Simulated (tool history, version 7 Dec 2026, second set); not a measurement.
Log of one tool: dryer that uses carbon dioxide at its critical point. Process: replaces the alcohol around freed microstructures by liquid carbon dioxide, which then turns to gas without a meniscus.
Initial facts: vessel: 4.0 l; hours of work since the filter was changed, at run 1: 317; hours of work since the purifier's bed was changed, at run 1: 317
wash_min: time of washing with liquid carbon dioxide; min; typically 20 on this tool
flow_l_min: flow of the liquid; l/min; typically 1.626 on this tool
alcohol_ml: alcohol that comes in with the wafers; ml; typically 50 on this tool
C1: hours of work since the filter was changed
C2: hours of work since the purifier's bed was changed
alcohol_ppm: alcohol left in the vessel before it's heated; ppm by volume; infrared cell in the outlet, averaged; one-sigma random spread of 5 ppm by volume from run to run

run 1 hour=0.0 | wash_min=20 flow_l_min=1.626 alcohol_ml=50 | C1=317 C2=317 | alcohol_ppm=64
run 2 hour=36.6 | wash_min=20 flow_l_min=1.626 alcohol_ml=50 | C1=340 C2=340 | alcohol_ppm=59
run 3 hour=86.5 | wash_min=20 flow_l_min=1.626 alcohol_ml=50 | C1=373 C2=373 | alcohol_ppm=70
run 4 hour=135.5 | wash_min=20 flow_l_min=1.230 alcohol_ml=50 | C1=405 C2=405 | alcohol_ppm=124
run 5 hour=159.6 | wash_min=20 flow_l_min=1.230 alcohol_ml=50 | C1=420 C2=420 | alcohol_ppm=137
run 6 hour=183.9 | wash_min=20 flow_l_min=1.230 alcohol_ml=50 | C1=436 C2=436 | alcohol_ppm=149
run 7 hour=235.7 | wash_min=20 flow_l_min=1.230 alcohol_ml=50 | C1=470 C2=470 | alcohol_ppm=146
run 8 hour=285.9 | wash_min=20 flow_l_min=1.626 alcohol_ml=50 | C1=502 C2=502 | alcohol_ppm=89
-- hour=306.9 purifier's bed changed
-- hour=322.9 inlet filter changed
run 9 hour=340.5 | wash_min=20 flow_l_min=1.626 alcohol_ml=50 | C1=11 C2=21 | alcohol_ppm=22
run 10 hour=370.4 | wash_min=20 flow_l_min=1.626 alcohol_ml=31 | C1=31 C2=41 | alcohol_ppm=19
run 11 hour=412.6 | wash_min=20 flow_l_min=1.626 alcohol_ml=31 | C1=58 C2=68 | alcohol_ppm=23
run 12 hour=445.4 | wash_min=20 flow_l_min=1.626 alcohol_ml=31 | C1=80 C2=89 | alcohol_ppm=22
run 13 hour=473.9 | wash_min=20 flow_l_min=1.626 alcohol_ml=31 | C1=98 C2=108 | alcohol_ppm=22
run 14 hour=521.2 | wash_min=21 flow_l_min=1.626 alcohol_ml=31 | C1=129 C2=138 | alcohol_ppm=26
run 15 hour=559.3 | wash_min=20 flow_l_min=1.626 alcohol_ml=50 | C1=153 C2=163 | alcohol_ppm=47
run 16 hour=609.4 | wash_min=20 flow_l_min=1.626 alcohol_ml=50 | C1=186 C2=196 | alcohol_ppm=46
run 17 hour=649.9 | wash_min=20 flow_l_min=1.626 alcohol_ml=109 | C1=212 C2=222 | alcohol_ppm=71
run 18 hour=689.4 | wash_min=30 flow_l_min=1.626 alcohol_ml=50 | C1=238 C2=248 | alcohol_ppm=46
run 19 hour=725.2 | wash_min=30 flow_l_min=1.626 alcohol_ml=50 | C1=261 C2=271 | alcohol_ppm=46
run 20 hour=777.8 | wash_min=28 flow_l_min=1.350 alcohol_ml=91 | C1=295 C2=305 | alcohol_ppm=46
run 21 hour=825.8 | wash_min=24 flow_l_min=2.050 alcohol_ml=62 | C1=326 C2=336 | alcohol_ppm=50
run 22 hour=849.1 | wash_min=24 flow_l_min=2.050 alcohol_ml=62 | C1=342 C2=351 | alcohol_ppm=60
run 23 hour=881.8 | wash_min=24 flow_l_min=2.050 alcohol_ml=62 | C1=363 C2=372 | alcohol_ppm=72
run 24 hour=931.7 | wash_min=18 flow_l_min=2.050 alcohol_ml=87 | C1=395 C2=405 | alcohol_ppm=66
run 25 hour=985.3 | wash_min=20 flow_l_min=1.810 alcohol_ml=50 | C1=430 C2=440 | alcohol_ppm=63
run 26 hour=1034.7 | wash_min=20 flow_l_min=1.810 alcohol_ml=50 | C1=462 C2=472 | alcohol_ppm=78
run 27 hour=1088.4 | wash_min=20 flow_l_min=2.250 alcohol_ml=50 | C1=497 C2=506 | alcohol_ppm=83
-- hour=1103.9 purifier's bed changed
-- hour=1135.9 inlet filter changed
run 28 hour=1137.0 | wash_min=20 flow_l_min=2.250 alcohol_ml=50 | C1=1 C2=21 | alcohol_ppm=3
run 29 hour=1185.0 | wash_min=25 flow_l_min=1.340 alcohol_ml=27 | C1=32 C2=52 | alcohol_ppm=18
run 30 hour=1238.5 | wash_min=27 flow_l_min=1.570 alcohol_ml=24 | C1=67 C2=87 | alcohol_ppm=16
run 31 hour=1292.1 | wash_min=17 flow_l_min=1.200 alcohol_ml=21 | C1=101 C2=121 | alcohol_ppm=88
run 32 hour=1325.8 | wash_min=14 flow_l_min=1.230 alcohol_ml=20 | C1=123 C2=143 | alcohol_ppm=142
run 33 hour=1358.1 | wash_min=14 flow_l_min=1.230 alcohol_ml=20 | C1=144 C2=164 | alcohol_ppm=138
run 34 hour=1383.3 | wash_min=13 flow_l_min=1.626 alcohol_ml=50 | C1=161 C2=181 | alcohol_ppm=149
run 35 hour=1407.0 | wash_min=13 flow_l_min=1.626 alcohol_ml=50 | C1=176 C2=196 | alcohol_ppm=145

Here are 5 independent what-if runs from the current tool condition. What would each one return?
run A hour=1449.1 | wash_min=22 flow_l_min=1.626 alcohol_ml=50 | C1=203 C2=223 | alcohol_ppm=?
run B hour=1449.1 | wash_min=20 flow_l_min=1.410 alcohol_ml=50 | C1=203 C2=223 | alcohol_ppm=?
run C hour=1449.1 | wash_min=14 flow_l_min=1.280 alcohol_ml=50 | C1=203 C2=223 | alcohol_ppm=?
run D hour=1449.1 | wash_min=13 flow_l_min=1.626 alcohol_ml=50 | C1=203 C2=223 | alcohol_ppm=?
run E hour=1449.1 | wash_min=12 flow_l_min=1.520 alcohol_ml=50 | C1=203 C2=223 | alcohol_ppm=?

run=A alcohol_ppm=46
run=B alcohol_ppm=72
run=C alcohol_ppm=313
run=D alcohol_ppm=163
run=E alcohol_ppm=278
The same runs, with their run-to-run variation unchanged, on a tool lacking any hidden condition would have given:
run=A alcohol_ppm=13
run=B alcohol_ppm=34
run=C alcohol_ppm=243
run=D alcohol_ppm=110
run=E alcohol_ppm=210
